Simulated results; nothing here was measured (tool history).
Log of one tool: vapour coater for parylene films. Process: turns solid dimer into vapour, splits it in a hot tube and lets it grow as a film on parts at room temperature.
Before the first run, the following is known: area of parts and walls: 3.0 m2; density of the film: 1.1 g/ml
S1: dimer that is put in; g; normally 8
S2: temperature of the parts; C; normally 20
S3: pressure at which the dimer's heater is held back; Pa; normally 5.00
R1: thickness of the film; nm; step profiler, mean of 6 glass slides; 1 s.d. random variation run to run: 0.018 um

run,hour,S1,S2,S3,R1
1,0.0,8,20,5.00,1120
2,46.4,8,20,5.00,1130
3,90.0,8,20,10.05,1000
4,124.4,8,20,2.88,1170
5,171.1,8,20,2.88,1160
6,217.5,8,20,2.88,1190
7,255.0,8,24,5.00,960
8,305.6,8,24,5.00,990
9,354.7,8,20,4.00,1150
10,393.4,8,20,4.00,1130
11,447.5,8,20,4.00,1100
12,481.0,8,20,4.00,1120
13,511.4,8,20,5.00,1070
14,561.1,8,32,5.00,790
# hour 606.7: trap's valve overhauled
15,606.7,8,20,10.20,1120
16,648.5,8,20,10.20,1090
17,692.0,8,20,5.00,1150
18,734.5,8,20,4.61,1210
19,769.1,8,20,4.61,1190
20,801.8,5,24,5.96,660
21,824.5,4,15,2.09,720
22,850.3,4,15,2.09,720
23,886.8,4,15,2.09,720
24,922.4,4,15,2.09,720
25,961.6,4,14,5.00,640
26,1007.4,4,23,6.09,540
27,1058.8,4,23,6.09,520
28,1097.0,4,13,2.04,750
29,1134.2,5,15,2.13,880
30,1183.2,11,20,5.00,1510
31,1217.5,4,22,2.79,590
32,1242.9,9,15,3.32,1470
33,1290.6,9,18,9.31,1210
34,1340.7,3,21,6.89,390
35,1378.4,3,21,6.89,400
36,1424.2,3,29,2.83,360
37,1477.4,6,20,6.89,800

Alternative continuations, all from the tool just after run 37; predict every row:
A,1505.4,9,17,5.41,?
B,1505.4,4,12,6.89,?
C,1505.4,8,23,5.00,?
D,1505.4,6,20,2.66,?

run,R1
A,1310
B,660
C,1020
D,880
What these runs would have given with no unlogged condition in the tool:
run,R1
A,1410
B,710
C,1100
D,940

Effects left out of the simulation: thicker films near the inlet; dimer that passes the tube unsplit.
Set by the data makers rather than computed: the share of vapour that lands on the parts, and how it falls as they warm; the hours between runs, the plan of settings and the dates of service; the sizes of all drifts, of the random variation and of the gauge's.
